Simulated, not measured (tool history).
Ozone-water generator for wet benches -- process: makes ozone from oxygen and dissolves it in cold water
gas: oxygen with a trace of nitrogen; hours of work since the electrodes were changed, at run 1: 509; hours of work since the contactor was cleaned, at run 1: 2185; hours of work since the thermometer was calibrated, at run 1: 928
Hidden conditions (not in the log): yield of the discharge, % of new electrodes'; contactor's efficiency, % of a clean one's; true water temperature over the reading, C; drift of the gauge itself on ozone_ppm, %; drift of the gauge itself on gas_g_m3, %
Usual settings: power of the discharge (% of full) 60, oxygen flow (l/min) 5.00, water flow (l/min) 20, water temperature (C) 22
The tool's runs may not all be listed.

run	day	power of the discharge (% of full)	oxygen flow (l/min)	water flow (l/min)	water temperature (C)	hours of work since the electrodes were changed	hours of work since the contactor was cleaned	hours of work since the thermometer was calibrated	dissolved ozone (ppm)	ozone in the gas ahead of the water (g/m3)
1	0.000	60	5.00	20	22	509	2185	928	9.1	128.6
2	4.383	60	5.00	20	22	605	2281	1024	9.2	128.9
3	8.542	60	5.00	20	22	697	2372	1116	9.2	128.0
4	11.888	60	5.00	20	22	770	2446	1189	9.1	128.9
5	13.888	60	5.00	20	22	814	2490	1233	9.1	128.1
6	18.388	60	5.00	25	22	913	2589	1332	7.0	128.6
7	21.296	60	5.00	25	22	977	2653	1396	7.2	127.5
8	26.004	60	5.00	29	22	1080	2756	1499	6.3	127.5
9	29.175	60	5.00	14	22	1150	2826	1569	11.9	127.0
10	31.408	60	5.00	20	22	1199	2875	1618	8.7	123.5
11	35.658	60	5.00	20	22	1293	2969	1712	8.6	125.1
12	38.038	40	2.61	20	19	1345	3021	1764	5.9	118.7
13	41.304	40	2.61	27	19	1417	3093	1836	4.0	119.0

What does the tool deliver on the next run?
14	44.625	60	8.94	14	21	1490	3166	1909	?	?

dissolved ozone (ppm): 11.9
ozone in the gas ahead of the water (g/m3): 101.9
Were there no unlogged condition in the tool, this run, its random variation unchanged, would have produced dissolved ozone (ppm) 13.8, ozone in the gas ahead of the water (g/m3) 108.0.
